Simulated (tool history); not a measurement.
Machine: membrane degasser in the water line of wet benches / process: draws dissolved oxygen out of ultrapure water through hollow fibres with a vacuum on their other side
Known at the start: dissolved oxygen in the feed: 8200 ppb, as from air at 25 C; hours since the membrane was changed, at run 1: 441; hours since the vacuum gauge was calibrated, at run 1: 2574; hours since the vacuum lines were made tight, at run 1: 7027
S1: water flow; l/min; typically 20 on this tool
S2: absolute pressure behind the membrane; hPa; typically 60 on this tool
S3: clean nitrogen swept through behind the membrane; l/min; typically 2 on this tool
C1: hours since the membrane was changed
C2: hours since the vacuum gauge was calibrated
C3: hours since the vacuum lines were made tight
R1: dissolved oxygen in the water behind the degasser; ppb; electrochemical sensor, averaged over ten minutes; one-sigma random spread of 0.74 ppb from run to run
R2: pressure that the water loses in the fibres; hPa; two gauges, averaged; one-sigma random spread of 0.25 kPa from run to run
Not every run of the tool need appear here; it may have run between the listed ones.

run   hour  S1    S2    S3   C1    C2    C3     R1     R2
  1      0  20    60     2  441  2574  7027     73  661.9
  2   34.3  20    60     2  475  2608  7061   73.8  662.8
  3   59.1  20    60     2  500  2633  7086   72.9  667.2
  4  108.7  20  55.7     2  549  2683  7136   63.5  665.4
  5    137  20  55.7     2  578  2711  7164   63.6  666.8
  6  182.2  20  55.7     2  623  2756  7209   64.5  667.5
  7  208.9  20  55.7     2  649  2783  7236   62.8  673.5
  8  232.6  20    60     2  673  2807  7260     74  662.9
  9    266  20    60     2  707  2840  7293     73  666.7
 10  299.4  20    60     2  740  2873  7326   74.9  664.7
       303  -- vacuum gauge calibrated
 11  326.2  20    60  1.79  766    23  7353   85.8  667.9
 12  363.8  20    60  1.79  804    61  7390     83  667.8
 13    396  20    60  1.79  836    93  7423   84.9  669.9
 14  426.2  20    60  1.79  866   123  7453   85.5  673.7
 15  448.8  20  65.9     2  889   146  7475   89.5  666.4
 16  497.3  20  65.9     2  937   194  7524   91.6    666
 17  527.8  26  65.9  1.81  968   225  7554  133.1    871

Forecast run 18:
 18  549.8  20  60  2.8  990  247  7576   ?   ?

{"run 18": {"R1": 57.3, "R2": 667.2}}
On a tool with no hidden condition, and with the same random variation, this run would have come out at R1 50.6 ppb, R2 661.9 hPa.

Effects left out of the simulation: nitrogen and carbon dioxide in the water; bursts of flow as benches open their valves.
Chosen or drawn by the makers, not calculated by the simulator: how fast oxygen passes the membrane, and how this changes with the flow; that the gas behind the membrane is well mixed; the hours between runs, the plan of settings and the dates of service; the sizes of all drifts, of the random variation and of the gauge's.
